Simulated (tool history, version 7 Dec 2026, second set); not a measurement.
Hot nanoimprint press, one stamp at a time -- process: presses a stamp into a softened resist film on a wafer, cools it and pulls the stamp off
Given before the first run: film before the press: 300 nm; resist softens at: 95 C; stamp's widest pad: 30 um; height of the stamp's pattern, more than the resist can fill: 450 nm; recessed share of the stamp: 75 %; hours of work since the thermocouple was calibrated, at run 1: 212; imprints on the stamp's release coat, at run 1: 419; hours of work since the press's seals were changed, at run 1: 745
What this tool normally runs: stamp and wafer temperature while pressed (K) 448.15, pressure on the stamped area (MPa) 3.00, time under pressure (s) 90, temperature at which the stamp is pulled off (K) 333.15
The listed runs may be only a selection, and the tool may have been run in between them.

| run | day | stamp and wafer temperature while pressed (K) | pressure on the stamped area (MPa) | time under pressure (s) | temperature at which the stamp is pulled off (K) | hours of work since the thermocouple was calibrated | imprints on the stamp's release coat | hours of work since the press's seals were changed | resist left under the stamp's widest pad (Å) | greatest force while the stamp is pulled off (N) |
|---|---|---|---|---|---|---|---|---|---|---|
| 1 | 0.000 | 448.15 | 3.00 | 90 | 333.15 | 212 | 419 | 745 | 1417 | 139 |
| 2 | 1.638 | 448.15 | 3.00 | 90 | 333.15 | 239 | 632 | 772 | 1445 | 149 |
| 3 | 3.238 | 448.15 | 3.00 | 90 | 333.15 | 266 | 840 | 798 | 1429 | 156 |
| 4 | 5.938 | 448.15 | 3.00 | 90 | 333.15 | 310 | 1190 | 842 | 1411 | 176 |
| 5 | 7.812 | 448.15 | 3.00 | 90 | 339.15 | 341 | 1434 | 873 | 1401 | 156 |
|  | 9.975 | stamp cleaned and given a new release coat |
| 6 | 9.975 | 448.15 | 3.00 | 90 | 339.15 | 372 | 0 | 905 | 1393 | 101 |
| 7 | 11.767 | 448.15 | 4.05 | 90 | 339.15 | 401 | 233 | 934 | 1231 | 106 |
| 8 | 12.925 | 448.15 | 4.72 | 90 | 339.15 | 420 | 384 | 953 | 1155 | 108 |
|  | 14.529 | press's hydraulic seals changed and the load cell set to zero |
| 9 | 14.892 | 448.15 | 3.00 | 90 | 333.15 | 447 | 596 | 6 | 1338 | 148 |
| 10 | 17.017 | 448.15 | 3.00 | 90 | 333.15 | 482 | 872 | 41 | 1324 | 153 |
|  | 17.521 | plate thermocouple calibrated |
| 11 | 18.675 | 448.15 | 3.00 | 90 | 333.15 | 19 | 1071 | 66 | 1291 | 156 |
| 12 | 20.208 | 448.15 | 3.00 | 90 | 333.15 | 44 | 1270 | 91 | 1281 | 167 |
| 13 | 21.521 | 448.15 | 3.00 | 90 | 333.15 | 66 | 1441 | 113 | 1267 | 173 |
|  | 23.675 | stamp cleaned and given a new release coat |
| 14 | 24.000 | 448.15 | 3.00 | 90 | 333.15 | 102 | 42 | 149 | 1251 | 114 |
| 15 | 25.683 | 448.15 | 3.00 | 90 | 333.15 | 130 | 261 | 177 | 1249 | 126 |
| 16 | 27.279 | 442.15 | 3.00 | 59 | 333.15 | 156 | 468 | 203 | 1794 | 132 |
| 17 | 28.617 | 448.15 | 3.00 | 51 | 333.15 | 178 | 642 | 225 | 1523 | 136 |
| 18 | 30.575 | 448.15 | 3.00 | 51 | 333.15 | 210 | 896 | 257 | 1529 | 139 |
|  | 31.717 | plate thermocouple calibrated, once more |
| 19 | 33.379 | 448.15 | 3.00 | 51 | 333.15 | 27 | 1244 | 301 | 1787 | 194 |
| 20 | 35.704 | 448.15 | 3.00 | 51 | 333.15 | 65 | 1546 | 339 | 1801 | 205 |
|  | 37.025 | stamp cleaned and given a new release coat |
| 21 | 37.462 | 448.15 | 1.93 | 51 | 329.15 | 90 | 57 | 364 | 2045 | 146 |
| 22 | 39.508 | 448.15 | 1.99 | 51 | 329.15 | 124 | 323 | 398 | 2022 | 153 |
| 23 | 41.817 | 446.15 | 3.00 | 90 | 333.15 | 162 | 623 | 436 | 1562 | 153 |
| 24 | 43.962 | 446.15 | 3.00 | 90 | 333.15 | 197 | 901 | 471 | 1557 | 166 |
| 25 | 45.975 | 455.15 | 3.27 | 90 | 333.15 | 230 | 1162 | 504 | 1050 | 179 |
| 26 | 47.558 | 455.15 | 4.45 | 90 | 333.15 | 256 | 1368 | 530 | 907 | 187 |
| 27 | 48.792 | 453.15 | 3.96 | 91 | 325.15 | 276 | 1529 | 550 | 1032 | 241 |
|  | 50.242 | stamp cleaned and given a new release coat |
| 28 | 50.546 | 445.15 | 2.76 | 164 | 336.15 | 301 | 40 | 575 | 1317 | 115 |
| 29 | 52.283 | 445.15 | 1.98 | 104 | 336.15 | 329 | 266 | 603 | 1758 | 123 |

Here are 3 independent what-if runs from the current tool condition. What would each one return?
| A | 53.646 | 448.15 | 3.00 | 90 | 333.15 | 352 | 443 | 626 | ? | ? |
| B | 53.646 | 443.15 | 2.10 | 90 | 333.15 | 352 | 443 | 626 | ? | ? |
| C | 53.646 | 453.15 | 3.00 | 164 | 333.15 | 352 | 443 | 626 | ? | ? |

| run | resist left under the stamp's widest pad (Å) | greatest force while the stamp is pulled off (N) |
|---|---|---|
| A | 1417 | 136 |
| B | 1916 | 140 |
| C | 895 | 147 |
With the hidden condition removed and each run's random variation left untouched, the same runs would have given:
| run | resist left under the stamp's widest pad (Å) | greatest force while the stamp is pulled off (N) |
|---|---|---|
| A | 1470 | 122 |
| B | 1986 | 126 |
| C | 930 | 132 |
